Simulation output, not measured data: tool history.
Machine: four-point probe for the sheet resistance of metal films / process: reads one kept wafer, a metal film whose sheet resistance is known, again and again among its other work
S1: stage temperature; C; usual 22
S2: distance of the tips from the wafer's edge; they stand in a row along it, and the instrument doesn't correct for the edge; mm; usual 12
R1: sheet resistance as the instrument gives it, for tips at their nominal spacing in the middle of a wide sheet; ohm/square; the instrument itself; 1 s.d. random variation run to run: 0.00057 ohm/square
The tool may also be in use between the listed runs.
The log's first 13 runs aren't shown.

{"run": 14, "day": 15.788, "S1": 21, "S2": 12, "R1": 2.890186}
{"run": 15, "day": 17.225, "S1": 22, "S2": 25, "R1": 2.885502}
{"run": 16, "day": 18.646, "S1": 22, "S2": 25, "R1": 2.8857}
{"run": 17, "day": 19.758, "S1": 22, "S2": 25, "R1": 2.885567}
{"run": 18, "day": 20.554, "S1": 22, "S2": 12, "R1": 2.894722}
{"run": 19, "day": 22.021, "S1": 22, "S2": 12, "R1": 2.896271}
{"run": 20, "day": 22.888, "S1": 19, "S2": 12, "R1": 2.887782}
{"run": 21, "day": 24.158, "S1": 19, "S2": 12, "R1": 2.889993}
{"run": 22, "day": 25.767, "S1": 19, "S2": 23, "R1": 2.882522}
{"run": 23, "day": 26.842, "S1": 18, "S2": 6, "R1": 2.919803}
{"run": 24, "day": 28.129, "S1": 18, "S2": 6, "R1": 2.920401}
{"run": 25, "day": 29.638, "S1": 20, "S2": 20, "R1": 2.88946}
{"run": 26, "day": 30.95, "S1": 20, "S2": 20, "R1": 2.888087}
{"run": 27, "day": 32.6, "S1": 20, "S2": 20, "R1": 2.890486}
{"run": 28, "day": 34.083, "S1": 20, "S2": 20, "R1": 2.890671}

Run 29, settings as shown, results not yet in. Your forecast:
{"run": 29, "day": 35.221, "S1": 19, "S2": 3, "R1": "?"}

Logged for run 29: R1 3.047274 ohm/square.
Take away the tool's hidden state, keep the run-to-run variation as it was, and the same run would have given R1 3.014298 ohm/square.
